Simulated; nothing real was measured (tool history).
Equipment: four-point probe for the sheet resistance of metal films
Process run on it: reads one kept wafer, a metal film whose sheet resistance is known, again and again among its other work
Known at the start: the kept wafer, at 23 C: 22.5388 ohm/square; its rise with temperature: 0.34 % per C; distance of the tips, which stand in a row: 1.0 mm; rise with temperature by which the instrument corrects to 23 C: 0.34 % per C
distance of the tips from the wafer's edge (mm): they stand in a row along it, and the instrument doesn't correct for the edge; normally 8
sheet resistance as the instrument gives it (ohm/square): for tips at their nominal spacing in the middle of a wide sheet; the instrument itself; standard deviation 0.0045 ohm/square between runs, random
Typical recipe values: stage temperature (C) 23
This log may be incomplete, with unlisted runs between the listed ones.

| run | hour | stage temperature (C) | distance of the tips from the wafer's edge (mm) | sheet resistance as the instrument gives it (ohm/square) |
|---|---|---|---|---|
| 1 | 0.0 | 23 | 8 | 22.768124 |
| 2 | 46.9 | 23 | 8 | 22.773469 |
| 3 | 72.8 | 23 | 8 | 22.763272 |
| 4 | 104.5 | 28 | 8 | 22.769748 |
| 5 | 142.0 | 28 | 8 | 22.769271 |
| 6 | 167.1 | 30 | 8 | 22.777406 |
| 7 | 193.2 | 30 | 8 | 22.771049 |
| 8 | 231.7 | 23 | 8 | 22.769683 |
| 9 | 252.6 | 19 | 8 | 22.769103 |
| 10 | 292.7 | 19 | 8 | 22.771245 |
| 11 | 332.8 | 19 | 8 | 22.767399 |
| 12 | 356.7 | 23 | 8 | 22.767853 |
| 13 | 393.9 | 24 | 29 | 22.593482 |
| 14 | 433.5 | 30 | 31 | 22.598580 |
| 15 | 460.1 | 30 | 31 | 22.595277 |
| 16 | 492.2 | 30 | 31 | 22.599007 |
| 17 | 525.3 | 26 | 56 | 22.583814 |
| 18 | 555.9 | 27 | 47 | 22.585657 |
| 19 | 583.3 | 22 | 11 | 22.672554 |
| 20 | 617.0 | 23 | 21 | 22.598298 |
| 21 | 646.2 | 21 | 24 | 22.593919 |
| 22 | 690.7 | 29 | 3 | 23.838887 |
| 23 | 725.6 | 33 | 14 | 22.628191 |
| 24 | 746.7 | 18 | 23 | 22.592838 |

5 options for the next run, each taken on its own from the tool as it stands now. Forecast them:
| A | 766.8 | 28 | 8 | ? |
| B | 766.8 | 25 | 8 | ? |
| C | 766.8 | 21 | 50 | ? |
| D | 766.8 | 20 | 9 | ? |
| E | 766.8 | 18 | 7 | ? |

| run | sheet resistance as the instrument gives it (ohm/square) |
|---|---|
| A | 22.759567 |
| B | 22.757948 |
| C | 22.583886 |
| D | 22.714995 |
| E | 22.817605 |
Without the tool's hidden state the same runs would have given:
| run | sheet resistance as the instrument gives it (ohm/square) |
|---|---|
| A | 22.729335 |
| B | 22.727307 |
| C | 22.552930 |
| D | 22.683712 |
| E | 22.785888 |

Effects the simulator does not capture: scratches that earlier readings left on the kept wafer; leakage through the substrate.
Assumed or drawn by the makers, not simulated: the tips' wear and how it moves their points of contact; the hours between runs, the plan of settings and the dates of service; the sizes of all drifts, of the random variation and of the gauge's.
